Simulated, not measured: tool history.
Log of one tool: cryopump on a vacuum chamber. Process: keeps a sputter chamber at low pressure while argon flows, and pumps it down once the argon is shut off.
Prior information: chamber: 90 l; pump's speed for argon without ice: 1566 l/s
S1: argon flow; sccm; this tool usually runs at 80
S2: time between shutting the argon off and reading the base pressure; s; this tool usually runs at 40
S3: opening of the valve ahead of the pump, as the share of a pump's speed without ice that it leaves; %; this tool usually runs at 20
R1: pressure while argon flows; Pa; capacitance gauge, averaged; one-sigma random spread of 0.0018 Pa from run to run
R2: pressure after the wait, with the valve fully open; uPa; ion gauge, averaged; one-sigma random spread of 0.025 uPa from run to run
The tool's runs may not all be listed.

{"run": 1, "hour": 0.0, "S1": 80, "S2": 40, "S3": 20, "R1": 0.4314, "R2": 1.91}
{"run": 2, "hour": 12.7, "S1": 80, "S2": 146, "S3": 20, "R1": 0.4324, "R2": 1.31}
{"run": 3, "hour": 31.4, "S1": 80, "S2": 146, "S3": 20, "R1": 0.4346, "R2": 1.3}
{"run": 4, "hour": 43.0, "S1": 80, "S2": 146, "S3": 20, "R1": 0.4352, "R2": 1.3}
{"run": 5, "hour": 52.0, "S1": 80, "S2": 40, "S3": 20, "R1": 0.4351, "R2": 1.94}
{"run": 6, "hour": 60.7, "S1": 80, "S2": 40, "S3": 20, "R1": 0.4339, "R2": 1.97}
{"run": 7, "hour": 74.8, "S1": 66, "S2": 40, "S3": 20, "R1": 0.3572, "R2": 1.92}
{"run": 8, "hour": 83.7, "S1": 66, "S2": 40, "S3": 20, "R1": 0.3554, "R2": 1.92}
{"run": 9, "hour": 100.4, "S1": 66, "S2": 40, "S3": 20, "R1": 0.3583, "R2": 1.93}
{"run": 10, "hour": 110.1, "S1": 80, "S2": 40, "S3": 20, "R1": 0.4333, "R2": 1.96}
{"run": 11, "hour": 120.4, "S1": 61, "S2": 40, "S3": 20, "R1": 0.3316, "R2": 2.02}
{"run": 12, "hour": 141.6, "S1": 55, "S2": 40, "S3": 20, "R1": 0.297, "R2": 1.98}
{"run": 13, "hour": 161.5, "S1": 55, "S2": 40, "S3": 20, "R1": 0.2976, "R2": 1.96}
{"run": 14, "hour": 181.7, "S1": 55, "S2": 40, "S3": 20, "R1": 0.2982, "R2": 1.98}
{"run": 15, "hour": 195.2, "S1": 55, "S2": 40, "S3": 20, "R1": 0.3003, "R2": 2.01}
{"run": 16, "hour": 204.2, "S1": 44, "S2": 40, "S3": 20, "R1": 0.2414, "R2": 2.01}
{"run": 17, "hour": 222.7, "S1": 44, "S2": 40, "S3": 20, "R1": 0.2391, "R2": 2.05}
{"run": 18, "hour": 234.8, "S1": 44, "S2": 40, "S3": 20, "R1": 0.2386, "R2": 2.02}
{"run": 19, "hour": 245.9, "S1": 57, "S2": 235, "S3": 49, "R1": 0.1294, "R2": 1.34}
{"run": 20, "hour": 257.7, "S1": 106, "S2": 31, "S3": 20, "R1": 0.5817, "R2": 2.26}
{"run": 21, "hour": 274.8, "S1": 80, "S2": 40, "S3": 22, "R1": 0.3925, "R2": 2.09}
{"run": 22, "hour": 293.4, "S1": 53, "S2": 57, "S3": 53, "R1": 0.1102, "R2": 1.85}
{"run": 23, "hour": 306.1, "S1": 58, "S2": 258, "S3": 22, "R1": 0.2878, "R2": 1.34}
{"run": 24, "hour": 324.1, "S1": 58, "S2": 258, "S3": 22, "R1": 0.2884, "R2": 1.37}
{"run": 25, "hour": 338.9, "S1": 73, "S2": 31, "S3": 17, "R1": 0.4689, "R2": 2.36}
{"run": 26, "hour": 354.9, "S1": 63, "S2": 40, "S3": 20, "R1": 0.3465, "R2": 2.14}
{"run": 27, "hour": 370.1, "S1": 138, "S2": 144, "S3": 17, "R1": 0.8838, "R2": 1.51}
{"run": 28, "hour": 386.9, "S1": 40, "S2": 49, "S3": 33, "R1": 0.1335, "R2": 1.97}
{"run": 29, "hour": 404.8, "S1": 40, "S2": 49, "S3": 33, "R1": 0.1339, "R2": 1.97}
{"run": 30, "hour": 414.3, "S1": 40, "S2": 43, "S3": 15, "R1": 0.2888, "R2": 2.15}
{"run": 31, "hour": 427.2, "S1": 80, "S2": 151, "S3": 20, "R1": 0.4371, "R2": 1.54}
{"run": 32, "hour": 439.2, "S1": 80, "S2": 151, "S3": 53, "R1": 0.1685, "R2": 1.55}
{"run": 33, "hour": 460.5, "S1": 80, "S2": 151, "S3": 53, "R1": 0.1703, "R2": 1.52}
{"run": 34, "hour": 471.5, "S1": 35, "S2": 75, "S3": 53, "R1": 0.0744, "R2": 1.79}

What if the next run were any one of these 3? Each begins from the tool's condition after run 34:
{"run": "A", "hour": 482.7, "S1": 91, "S2": 47, "S3": 51, "R1": "?", "R2": "?"}
{"run": "B", "hour": 482.7, "S1": 33, "S2": 86, "S3": 53, "R1": "?", "R2": "?"}
{"run": "C", "hour": 482.7, "S1": 113, "S2": 100, "S3": 15, "R1": "?", "R2": "?"}

run=A R1=0.2010 R2=2.12
run=B R1=0.0702 R2=1.71
run=C R1=0.8213 R2=1.64
What these runs would have given with no unlogged condition in the tool:
run=A R1=0.1927 R2=0.96
run=B R1=0.0672 R2=0.57
run=C R1=0.8111 R2=0.52

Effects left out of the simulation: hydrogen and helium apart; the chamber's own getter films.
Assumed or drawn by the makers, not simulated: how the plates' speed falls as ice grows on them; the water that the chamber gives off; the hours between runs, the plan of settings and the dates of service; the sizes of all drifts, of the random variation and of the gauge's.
